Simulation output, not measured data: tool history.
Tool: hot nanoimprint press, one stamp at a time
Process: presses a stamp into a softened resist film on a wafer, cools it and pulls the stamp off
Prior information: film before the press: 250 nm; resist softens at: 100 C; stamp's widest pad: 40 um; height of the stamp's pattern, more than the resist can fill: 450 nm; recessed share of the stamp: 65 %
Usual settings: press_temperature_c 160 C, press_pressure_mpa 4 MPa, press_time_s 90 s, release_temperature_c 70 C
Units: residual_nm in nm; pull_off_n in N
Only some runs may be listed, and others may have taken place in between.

run,hour,press_temperature_c,press_pressure_mpa,press_time_s,release_temperature_c,residual_nm,pull_off_n
1,0,160,4,90,70,149.9,226
2,12.4,160,4,90,70,149.7,230
3,22.6,160,4,90,70,149.2,223
4,29.7,160,4,90,70,150.1,234
5,37.1,160,4,90,70,149.8,232
6,44.9,160,4,90,70,149.6,235
7,53.4,160,4,90,70,149.7,237
8,65,160,4,90,70,149.2,237
# hour 68.9: plate thermocouple calibrated
9,79.5,160,4,90,70,149.5,239
10,89.8,160,4,90,70,149.9,245
11,98,160,4,90,70,150.5,239
12,107.7,163,4,65,73,152.6,223
13,118.3,160,2.93,178,70,137.8,246
# hour 125.2: plate thermocouple calibrated, once more
14,128.5,153,2.93,178,70,167.6,241
15,140.1,153,2.93,178,76,166.7,212
16,145.4,153,2.93,178,76,167.5,210

What if the next run were any one of these 3? Each begins from the tool's condition after run 16:
A,151.1,160,4,141,70,?,?
B,151.1,165,5.62,64,76,?,?
C,151.1,166,2.93,99,63,?,?

run,residual_nm,pull_off_n
A,129.5,244
B,125.9,213
C,140.2,291
Had the tool no hidden state, the same runs would have come out as:
run,residual_nm,pull_off_n
A,129.8,220
B,126.1,191
C,140.4,261
